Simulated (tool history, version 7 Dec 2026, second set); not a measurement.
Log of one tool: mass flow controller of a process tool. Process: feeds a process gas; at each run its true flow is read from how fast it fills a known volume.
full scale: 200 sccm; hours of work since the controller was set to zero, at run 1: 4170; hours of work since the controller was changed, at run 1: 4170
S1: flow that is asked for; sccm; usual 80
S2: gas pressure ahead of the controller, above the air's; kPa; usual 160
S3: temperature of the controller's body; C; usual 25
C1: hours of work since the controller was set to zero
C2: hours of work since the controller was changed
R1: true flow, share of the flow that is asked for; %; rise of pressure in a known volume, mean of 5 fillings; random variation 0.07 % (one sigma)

run	hour	S1	S2	S3	C1	C2	R1
1	0.0	80	160	25	4170	4170	103.59
2	319.6	80	160	25	4380	4380	103.73
3	829.1	80	160	25	4715	4715	104.10
4	1292.2	30	160	25	5019	5019	107.42
5	1579.5	30	160	25	5208	5208	107.63
6	2100.3	30	160	25	5551	5551	108.34
7	2389.0	30	160	25	5741	5741	108.53
8	2914.8	80	153	25	6086	6086	105.38
9	3190.5	80	153	25	6268	6268	105.58
10	3608.2	80	153	25	6542	6542	105.84
# hour 3755.0: controller's zero set anew
11	4006.5	128	160	25	165	6804	103.86
12	4375.8	168	140	31	408	7047	104.73
# hour 4436.9: controller exchanged for a calibrated one
13	4708.3	103	160	25	178	178	99.20
14	5063.4	181	158	22	412	412	99.95
15	5392.3	181	158	22	628	628	100.06
16	5851.6	20	146	38	930	930	101.23
17	6200.6	140	235	22	1160	1160	100.43
18	6550.6	40	170	22	1390	1390	100.44
19	7051.2	40	170	26	1719	1719	101.10
20	7481.7	174	225	30	2002	2002	101.68

How the hidden state differs across the entries between the runs, from the last listed run before each to the first after it:
Between runs 10 and 11: controller's zero set anew (hour 3755.0)
  flow at rest that the sensor doesn't see, % of full scale: 1.038 -> 0.045; true flow over the shown one, %: 4.27 -> 4.43
  measured less the result without the state, R1: +6.86 -> +4.50 %
Between runs 12 and 13: controller exchanged for a calibrated one (hour 4436.9)
  flow at rest that the sensor doesn't see, % of full scale: 0.079 -> 0.045; true flow over the shown one, %: 4.59 -> 0.03
  measured less the result without the state, R1: +4.69 -> +0.12 %

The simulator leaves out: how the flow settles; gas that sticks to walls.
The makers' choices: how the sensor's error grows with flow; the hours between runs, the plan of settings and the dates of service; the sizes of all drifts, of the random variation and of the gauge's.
